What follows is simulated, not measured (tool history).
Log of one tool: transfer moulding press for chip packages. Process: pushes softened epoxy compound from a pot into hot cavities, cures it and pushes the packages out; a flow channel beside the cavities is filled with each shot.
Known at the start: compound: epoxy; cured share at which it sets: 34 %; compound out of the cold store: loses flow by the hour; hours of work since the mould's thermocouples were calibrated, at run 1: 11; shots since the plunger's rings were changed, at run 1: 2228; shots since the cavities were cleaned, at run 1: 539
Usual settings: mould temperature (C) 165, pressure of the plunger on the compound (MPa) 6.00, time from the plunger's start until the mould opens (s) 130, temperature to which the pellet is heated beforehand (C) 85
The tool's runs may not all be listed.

run   hour  mould temperature (C)  pressure of the plunger on the compound (MPa)  time from the plunger's start until the mould opens (s)  temperature to which the pellet is heated beforehand (C)  hours of work since the mould's thermocouples were calibrated  shots since the plunger's rings were changed  shots since the cavities were cleaned  incoming compound's hours out of the cold store  length that the compound runs in the flow channel (mm)  greatest force on the pins that push the packages out (N)
  1    0.0                    165                                           6.00                                                      130                                                        85                                                             11                                          2228                                    539                                             27.9                                                     874                                                        225
  2   11.7                    165                                           6.00                                                      130                                                        85                                                             16                                          2299                                    610                                             21.4                                                     887                                                        248
  3   22.6                    165                                           6.00                                                      130                                                        85                                                             21                                          2366                                    677                                             24.3                                                     880                                                        249
  4   31.5                    165                                           6.00                                                      130                                                        85                                                             25                                          2420                                    731                                             25.9                                                     872                                                        248
  5   39.5                    165                                           6.00                                                      130                                                        85                                                             28                                          2469                                    780                                             40.9                                                     834                                                        240
  6   49.8                    165                                           6.00                                                      130                                                        85                                                             33                                          2532                                    843                                             22.7                                                     876                                                        249
  7   59.6                    165                                           6.00                                                      130                                                        85                                                             37                                          2592                                    903                                             21.7                                                     876                                                        257
  8   74.5                    165                                           6.00                                                      130                                                        92                                                             44                                          2683                                    994                                             22.5                                                     867                                                        266
  9   87.1                    165                                           6.00                                                      130                                                        92                                                             49                                          2760                                   1071                                             29.8                                                     854                                                        252
      92.0  -- cavities cleaned with cleaning compound and waxed
 10  102.4                    165                                           5.80                                                      130                                                        85                                                             55                                          2844                                     64                                             24.2                                                     852                                                        272
 11  110.5                    165                                           5.80                                                      130                                                        85                                                             59                                          2893                                    113                                             12.8                                                     883                                                        274
 12  116.9                    165                                           6.00                                                      130                                                        91                                                             62                                          2932                                    152                                             11.3                                                     896                                                        270
     121.1  -- plunger's sealing rings changed
 13  126.9                    165                                           6.00                                                      130                                                        91                                                             65                                            35                                    198                                             37.3                                                     881                                                        281
 14  137.9                    165                                           6.00                                                      130                                                        91                                                             70                                           102                                    265                                             30.2                                                     900                                                        272
 15  147.7                    158                                           6.00                                                      130                                                        85                                                             74                                           162                                    325                                             43.0                                                     900                                                        397
 16  161.9                    173                                           5.26                                                      130                                                        85                                                             81                                           249                                    412                                             19.0                                                     828                                                        250
 17  172.1                    165                                           6.00                                                      166                                                        88                                                             85                                           311                                    474                                             43.4                                                     868                                                        248
     181.3  -- cavities cleaned with cleaning compound and waxed, once more
 18  185.6                    165                                           6.00                                                      166                                                        88                                                             91                                           384                                     26                                             43.6                                                     858                                                        169
 19  195.9                    172                                           6.07                                                      122                                                        87                                                             95                                           447                                     89                                             39.3                                                     845                                                        187
 20  206.0                    164                                           5.12                                                      122                                                        85                                                            100                                           509                                    151                                             24.1                                                     846                                                        228
 21  217.4                    164                                           5.12                                                      122                                                        85                                                            105                                           579                                    221                                             47.5                                                     795                                                        229
 22  224.1                    167                                           4.75                                                      130                                                        83                                                            108                                           619                                    261                                             18.7                                                     812                                                        211
 23  236.9                    167                                           4.75                                                      130                                                        83                                                            113                                           698                                    340                                             11.4                                                     820                                                        214
 24  250.7                    167                                           4.75                                                      130                                                        83                                                            119                                           781                                    423                                             23.1                                                     794                                                        216
 25  258.2                    167                                           4.75                                                      130                                                        83                                                            123                                           828                                    470                                             47.4                                                     747                                                        224
 26  265.6                    166                                           6.00                                                      168                                                        85                                                            126                                           873                                    515                                             39.5                                                     858                                                        209
 27  281.1                    166                                           6.00                                                      168                                                        85                                                            133                                           967                                    609                                             11.3                                                     919                                                        224
 28  290.1                    168                                           6.00                                                      130                                                        92                                                            137                                          1022                                    664                                             16.9                                                     898                                                        232
 29  302.1                    168                                           7.28                                                      131                                                        93                                                            142                                          1095                                    737                                             15.6                                                     988                                                        232

Measured less the same run without the tool's hidden state. The same run-to-run variation is in both; the gauge's scatter may not be:
The hidden state here: true mould temperature over the reading, C; pressure that reaches the compound, % of what is set; grip of the stained cavities, % over clean ones'; drift of the gauge itself on flow_mm, %; drift of the gauge itself on push_out_n, %.
run  length that the compound runs in the flow channel (mm)  greatest force on the pins that push the packages out (N)
  1                                                     -38                                                        +53
  2                                                     -40                                                        +59
  3                                                     -41                                                        +61
  4                                                     -41                                                        +65
  5                                                     -40                                                        +65
  6                                                     -43                                                        +69
  7                                                     -44                                                        +72
  8                                                     -46                                                        +77
  9                                                     -46                                                        +75
 10                                                     -48                                                        +91
 11                                                     -50                                                        +91
 12                                                     -52                                                        +91
 13                                                      -4                                                        +91
 14                                                      -5                                                        +92
 15                                                      -6                                                       +132
 16                                                      -7                                                        +85
 17                                                      -9                                                        +85
 18                                                     -10                                                         +6
 19                                                     -11                                                        +14
 20                                                     -13                                                        +23
 21                                                     -12                                                        +30
 22                                                     -13                                                        +32
 23                                                     -15                                                        +39
 24                                                     -16                                                        +44
 25                                                     -16                                                        +49
 26                                                     -19                                                        +48
 27                                                     -22                                                        +54
 28                                                     -23                                                        +59
 29                                                     -27                                                        +62
